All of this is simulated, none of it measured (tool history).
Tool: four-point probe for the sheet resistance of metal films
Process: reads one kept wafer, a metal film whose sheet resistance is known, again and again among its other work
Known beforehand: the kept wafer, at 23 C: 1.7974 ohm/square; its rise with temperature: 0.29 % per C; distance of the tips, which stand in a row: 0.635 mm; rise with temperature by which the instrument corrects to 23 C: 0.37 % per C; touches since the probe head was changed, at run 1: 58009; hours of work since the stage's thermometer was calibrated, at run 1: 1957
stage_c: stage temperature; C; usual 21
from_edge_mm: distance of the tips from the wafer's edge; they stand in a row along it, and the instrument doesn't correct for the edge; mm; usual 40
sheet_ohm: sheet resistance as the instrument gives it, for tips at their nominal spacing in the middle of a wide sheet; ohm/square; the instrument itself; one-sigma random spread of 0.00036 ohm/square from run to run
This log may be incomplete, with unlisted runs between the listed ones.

run    hour  stage_c  from_edge_mm  touches since the probe head was changed  hours of work since the stage's thermometer was calibrated  sheet_ohm
  1     0.0       21            40                                     58009                                                        1957   1.797883
  2    65.6       21             5                                     60035                                                        2002   1.812413
  3   108.9       21             4                                     61374                                                        2032   1.821755
  4   168.6       21             4                                     63219                                                        2073   1.820944
  5   213.8       21             4                                     64619                                                        2104   1.820662
  6   272.9       21            40                                     66446                                                        2145   1.796634
      301.0  -- stage's thermometer calibrated
  7   323.7       21            40                                     68000                                                          16   1.792186
  8   374.1       21            40                                     69558                                                          50   1.792715
  9   419.7       21            40                                     70969                                                          82   1.791849
 10   454.9       21            40                                     72057                                                         106   1.791978
 11   521.1       21            40                                     74104                                                         152   1.791569
 12   568.3       21            40                                     75561                                                         184   1.791440
 13   601.2       29             9                                     76579                                                         207   1.784827
 14   634.4       24            33                                     77605                                                         230   1.787323
 15   671.3       26            33                                     78745                                                         255   1.784913
 16   704.4       26            33                                     79770                                                         278   1.784441
 17   753.8       20            11                                     81296                                                         312   1.796625
 18   810.2       27            21                                     83038                                                         351   1.783877
 19   871.0       31             4                                     84918                                                         392   1.800888
 20   927.7       31             4                                     86671                                                         431   1.800727
 21   958.2       19             7                                     87615                                                         453   1.802259
 22  1018.9       23             5                                     89490                                                         494   1.803060
 23  1080.2       25            31                                     91386                                                         537   1.785724
 24  1144.6       34            10                                     93377                                                         581   1.776087

4 options for the next run, each taken on its own from the tool as it stands now. Forecast them:
  A  1195.0       33            40                                     94936                                                         616          ?
  B  1195.0       32             6                                     94936                                                         616          ?
  C  1195.0       28            40                                     94936                                                         616          ?
  D  1195.0       19            40                                     94936                                                         616          ?

run  sheet_ohm
  A   1.774336
  B   1.785644
  C   1.780858
  D   1.794591
Stripped of hidden state, with their random variation kept, the same runs would have yielded:
run  sheet_ohm
  A   1.783927
  B   1.795288
  C   1.790466
  D   1.804237
